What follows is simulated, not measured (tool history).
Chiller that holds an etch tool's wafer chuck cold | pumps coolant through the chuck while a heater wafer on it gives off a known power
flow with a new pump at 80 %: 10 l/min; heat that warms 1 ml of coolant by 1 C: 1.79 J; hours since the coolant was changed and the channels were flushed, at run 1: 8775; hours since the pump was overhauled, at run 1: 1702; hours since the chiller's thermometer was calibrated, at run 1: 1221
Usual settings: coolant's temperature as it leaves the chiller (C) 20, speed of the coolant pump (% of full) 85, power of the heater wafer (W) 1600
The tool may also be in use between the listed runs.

| run | hour | coolant's temperature as it leaves the chiller (C) | speed of the coolant pump (% of full) | power of the heater wafer (W) | hours since the coolant was changed and the channels were flushed | hours since the pump was overhauled | hours since the chiller's thermometer was calibrated | chuck's temperature once it has settled (C) | how much warmer the coolant comes back (C) |
|---|---|---|---|---|---|---|---|---|---|
| 1 | 0.0 | 20 | 85 | 1600 | 8775 | 1702 | 1221 | 31.1 | 4.97 |
| 2 | 39.1 | 20 | 85 | 1600 | 8814 | 1741 | 1260 | 31.1 | 5.03 |
| 3 | 90.5 | 20 | 85 | 1600 | 8866 | 1792 | 1312 | 30.9 | 5.02 |
| 4 | 133.3 | 20 | 85 | 1600 | 8909 | 1835 | 1354 | 31.0 | 5.05 |
|  | 193.5 | coolant changed, channels flushed |
| 5 | 203.0 | 20 | 85 | 1600 | 10 | 1899 | 1418 | 30.0 | 5.06 |
| 6 | 242.1 | 20 | 85 | 1600 | 49 | 1938 | 1457 | 30.0 | 5.06 |
| 7 | 277.7 | 15 | 85 | 1600 | 84 | 1973 | 1493 | 24.9 | 5.04 |
| 8 | 332.8 | 15 | 85 | 1600 | 139 | 2029 | 1548 | 25.0 | 5.07 |
| 9 | 389.9 | 20 | 85 | 1600 | 196 | 2086 | 1605 | 30.0 | 5.09 |
| 10 | 453.1 | 20 | 85 | 1600 | 260 | 2149 | 1668 | 30.1 | 5.07 |
| 11 | 502.8 | 20 | 85 | 1631 | 309 | 2199 | 1718 | 30.1 | 5.10 |
| 12 | 569.1 | 11 | 85 | 1600 | 376 | 2265 | 1784 | 21.0 | 5.09 |
| 13 | 646.5 | 20 | 88 | 1600 | 453 | 2342 | 1862 | 29.5 | 4.82 |
| 14 | 706.5 | 20 | 85 | 862 | 513 | 2402 | 1922 | 25.7 | 2.76 |
| 15 | 770.6 | 15 | 61 | 1826 | 577 | 2466 | 1986 | 30.6 | 8.35 |
| 16 | 845.8 | 13 | 64 | 970 | 652 | 2542 | 2061 | 21.0 | 4.16 |
| 17 | 899.3 | 20 | 80 | 819 | 706 | 2595 | 2114 | 25.6 | 2.76 |
| 18 | 939.3 | 20 | 80 | 819 | 746 | 2635 | 2154 | 25.6 | 2.76 |
| 19 | 989.7 | 17 | 60 | 927 | 796 | 2685 | 2205 | 25.3 | 4.30 |
|  | 998.2 | chiller's thermometer calibrated |
| 20 | 1071.8 | 17 | 60 | 927 | 877 | 2767 | 74 | 25.3 | 4.34 |
| 21 | 1115.6 | 12 | 60 | 1511 | 921 | 2810 | 117 | 25.5 | 7.03 |
| 22 | 1191.2 | 30 | 77 | 988 | 997 | 2886 | 193 | 36.9 | 3.53 |
|  | 1216.0 | chiller's thermometer calibrated, once more |
| 23 | 1264.5 | 16 | 85 | 1600 | 1069 | 2958 | 49 | 26.0 | 5.13 |
| 24 | 1327.9 | 10 | 85 | 1600 | 1132 | 3022 | 112 | 20.1 | 5.09 |

The next listed run, before its measurement:
| 25 | 1367.8 | 10 | 85 | 1600 | 1172 | 3062 | 152 | ? | ? |

{"run 25": {"chuck's temperature once it has settled (C)": 19.9, "how much warmer the coolant comes back (C)": 5.05}}
Without the tool's hidden state the same run would have given chuck's temperature once it has settled (C) 19.7, how much warmer the coolant comes back (C) 4.98.

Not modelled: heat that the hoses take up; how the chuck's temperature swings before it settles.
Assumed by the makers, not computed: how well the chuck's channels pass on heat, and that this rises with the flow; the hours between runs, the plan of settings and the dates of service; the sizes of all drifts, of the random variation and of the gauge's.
